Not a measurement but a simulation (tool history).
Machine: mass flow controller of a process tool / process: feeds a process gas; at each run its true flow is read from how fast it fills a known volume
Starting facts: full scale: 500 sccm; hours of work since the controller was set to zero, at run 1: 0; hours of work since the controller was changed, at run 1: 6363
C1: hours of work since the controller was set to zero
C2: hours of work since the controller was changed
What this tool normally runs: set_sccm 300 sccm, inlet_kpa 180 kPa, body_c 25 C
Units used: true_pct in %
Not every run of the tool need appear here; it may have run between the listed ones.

{"run": 1, "day": 0.0, "set_sccm": 300, "inlet_kpa": 180, "body_c": 25, "C1": 0, "C2": 6363, "true_pct": 97.95}
{"run": 2, "day": 15.658, "set_sccm": 300, "inlet_kpa": 207, "body_c": 25, "C1": 193, "C2": 6556, "true_pct": 97.56}
{"run": 3, "day": 32.942, "set_sccm": 300, "inlet_kpa": 180, "body_c": 26, "C1": 405, "C2": 6768, "true_pct": 97.91}
{"run": 4, "day": 45.179, "set_sccm": 300, "inlet_kpa": 180, "body_c": 25, "C1": 556, "C2": 6919, "true_pct": 97.76}
{"run": 5, "day": 61.958, "set_sccm": 300, "inlet_kpa": 180, "body_c": 26, "C1": 762, "C2": 7125, "true_pct": 97.94}
{"run": 6, "day": 79.083, "set_sccm": 300, "inlet_kpa": 180, "body_c": 26, "C1": 972, "C2": 7335, "true_pct": 97.92}
{"run": 7, "day": 87.279, "set_sccm": 300, "inlet_kpa": 180, "body_c": 26, "C1": 1073, "C2": 7436, "true_pct": 97.91}
{"day": 88.946, "done": "controller's zero set anew"}
{"run": 8, "day": 100.362, "set_sccm": 344, "inlet_kpa": 162, "body_c": 31, "C1": 140, "C2": 7597, "true_pct": 98.52}
{"run": 9, "day": 111.875, "set_sccm": 344, "inlet_kpa": 149, "body_c": 21, "C1": 282, "C2": 7738, "true_pct": 97.68}
{"run": 10, "day": 126.912, "set_sccm": 344, "inlet_kpa": 149, "body_c": 21, "C1": 467, "C2": 7923, "true_pct": 97.63}
{"run": 11, "day": 134.171, "set_sccm": 114, "inlet_kpa": 180, "body_c": 24, "C1": 556, "C2": 8013, "true_pct": 98.58}
{"day": 139.796, "done": "controller's zero set anew, once more"}
{"run": 12, "day": 146.654, "set_sccm": 114, "inlet_kpa": 180, "body_c": 24, "C1": 84, "C2": 8166, "true_pct": 97.08}
{"run": 13, "day": 153.904, "set_sccm": 131, "inlet_kpa": 172, "body_c": 31, "C1": 173, "C2": 8255, "true_pct": 97.85}

Here are 3 independent what-if runs from the current tool condition. What would each one return?
{"run": "A", "day": 170.733, "set_sccm": 77, "inlet_kpa": 204, "body_c": 37, "C1": 380, "C2": 8462, "true_pct": "?"}
{"run": "B", "day": 170.733, "set_sccm": 149, "inlet_kpa": 172, "body_c": 24, "C1": 380, "C2": 8462, "true_pct": "?"}
{"run": "C", "day": 170.733, "set_sccm": 300, "inlet_kpa": 229, "body_c": 29, "C1": 380, "C2": 8462, "true_pct": "?"}

run=A true_pct=98.44
run=B true_pct=97.27
run=C true_pct=97.43
Without the tool's unlogged condition, the same runs would have read:
run=A true_pct=100.84
run=B true_pct=99.91
run=C true_pct=100.2
